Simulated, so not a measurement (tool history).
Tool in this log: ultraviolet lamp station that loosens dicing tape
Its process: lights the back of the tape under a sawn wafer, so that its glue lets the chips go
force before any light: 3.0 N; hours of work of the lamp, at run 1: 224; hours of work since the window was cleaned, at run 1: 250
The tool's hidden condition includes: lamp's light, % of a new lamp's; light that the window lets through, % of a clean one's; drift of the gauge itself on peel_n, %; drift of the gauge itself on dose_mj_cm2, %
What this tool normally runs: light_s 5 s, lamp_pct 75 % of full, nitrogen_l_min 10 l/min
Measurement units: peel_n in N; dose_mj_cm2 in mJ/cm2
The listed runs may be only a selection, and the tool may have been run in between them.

| run | hour | light_s | lamp_pct | nitrogen_l_min | hours of work of the lamp | hours of work since the window was cleaned | peel_n | dose_mj_cm2 |
|---|---|---|---|---|---|---|---|---|
| 1 | 0.0 | 5 | 75 | 10 | 224 | 250 | 0.338 | 308 |
|  | 9.3 | window cleaned of glue's vapour |
| 2 | 11.6 | 5 | 75 | 14 | 231 | 1 | 0.289 | 338 |
| 3 | 22.3 | 5 | 75 | 14 | 238 | 8 | 0.284 | 340 |
| 4 | 46.5 | 5 | 75 | 14 | 253 | 23 | 0.290 | 333 |
| 5 | 61.3 | 5 | 75 | 14 | 262 | 32 | 0.285 | 332 |
| 6 | 72.9 | 5 | 75 | 14 | 269 | 39 | 0.293 | 332 |
| 7 | 95.5 | 5 | 75 | 10 | 283 | 53 | 0.315 | 331 |
| 8 | 111.7 | 5 | 75 | 10 | 293 | 64 | 0.303 | 323 |
| 9 | 136.9 | 5 | 75 | 10 | 309 | 79 | 0.320 | 324 |
| 10 | 160.4 | 5 | 75 | 6 | 324 | 94 | 0.366 | 315 |
| 11 | 172.6 | 5 | 62 | 10 | 331 | 101 | 0.382 | 257 |
| 12 | 185.9 | 5 | 62 | 10 | 339 | 110 | 0.395 | 261 |
| 13 | 197.1 | 5 | 75 | 4 | 346 | 117 | 0.402 | 315 |
| 14 | 210.4 | 5 | 75 | 4 | 355 | 125 | 0.426 | 312 |
| 15 | 230.4 | 5 | 83 | 4 | 367 | 137 | 0.380 | 345 |
| 16 | 255.5 | 5 | 69 | 4 | 383 | 153 | 0.478 | 279 |
| 17 | 270.7 | 5 | 75 | 10 | 392 | 162 | 0.334 | 301 |
| 18 | 295.9 | 5 | 75 | 10 | 408 | 178 | 0.352 | 299 |
| 19 | 309.6 | 5 | 75 | 10 | 416 | 186 | 0.339 | 299 |
| 20 | 325.2 | 5 | 75 | 10 | 426 | 196 | 0.350 | 293 |
| 21 | 341.1 | 5 | 75 | 10 | 436 | 206 | 0.342 | 291 |
| 22 | 354.4 | 5 | 80 | 10 | 444 | 214 | 0.325 | 308 |
| 23 | 375.2 | 5 | 80 | 10 | 457 | 227 | 0.324 | 306 |
| 24 | 387.0 | 3 | 90 | 10 | 464 | 234 | 0.534 | 206 |
| 25 | 404.9 | 3 | 90 | 10 | 475 | 245 | 0.545 | 208 |
| 26 | 418.7 | 3 | 71 | 8 | 484 | 254 | 0.760 | 162 |
|  | 420.4 | window cleaned of glue's vapour |
| 27 | 442.5 | 3 | 83 | 16 | 498 | 14 | 0.479 | 209 |
| 28 | 455.7 | 3 | 99 | 3 | 507 | 22 | 0.610 | 251 |
| 29 | 474.5 | 2 | 79 | 3 | 518 | 34 | 1.209 | 130 |
| 30 | 488.5 | 2 | 79 | 3 | 527 | 42 | 1.192 | 128 |
| 31 | 506.3 | 5 | 63 | 3 | 538 | 53 | 0.580 | 253 |
| 32 | 519.7 | 5 | 75 | 14 | 546 | 62 | 0.308 | 306 |
| 33 | 531.4 | 2 | 86 | 8 | 553 | 69 | 0.888 | 140 |
| 34 | 550.2 | 2 | 86 | 8 | 565 | 81 | 0.913 | 136 |
| 35 | 561.4 | 5 | 75 | 6 | 572 | 88 | 0.383 | 298 |
| 36 | 573.9 | 5 | 95 | 10 | 580 | 95 | 0.270 | 376 |
| 37 | 596.9 | 5 | 64 | 12 | 594 | 110 | 0.395 | 246 |
| 38 | 614.8 | 5 | 64 | 12 | 605 | 121 | 0.404 | 247 |
| 39 | 630.4 | 5 | 64 | 12 | 615 | 130 | 0.406 | 241 |
| 40 | 655.1 | 5 | 75 | 7 | 630 | 146 | 0.393 | 285 |
| 41 | 667.1 | 5 | 75 | 7 | 638 | 153 | 0.382 | 281 |
| 42 | 680.9 | 5 | 75 | 7 | 646 | 162 | 0.395 | 282 |
| 43 | 693.9 | 8 | 67 | 10 | 654 | 170 | 0.268 | 399 |

Branching from run 43: 3 alternative next runs. What would each branch give?
| A | 709.3 | 5 | 66 | 10 | 664 | 179 | ? | ? |
| B | 709.3 | 3 | 80 | 10 | 664 | 179 | ? | ? |
| C | 709.3 | 3 | 86 | 10 | 664 | 179 | ? | ? |

| run | peel_n | dose_mj_cm2 |
|---|---|---|
| A | 0.416 | 244 |
| B | 0.645 | 181 |
| C | 0.587 | 194 |
With the hidden condition removed and each run's random variation left untouched, the same runs would have given:
| run | peel_n | dose_mj_cm2 |
|---|---|---|
| A | 0.304 | 324 |
| B | 0.454 | 240 |
| C | 0.413 | 257 |
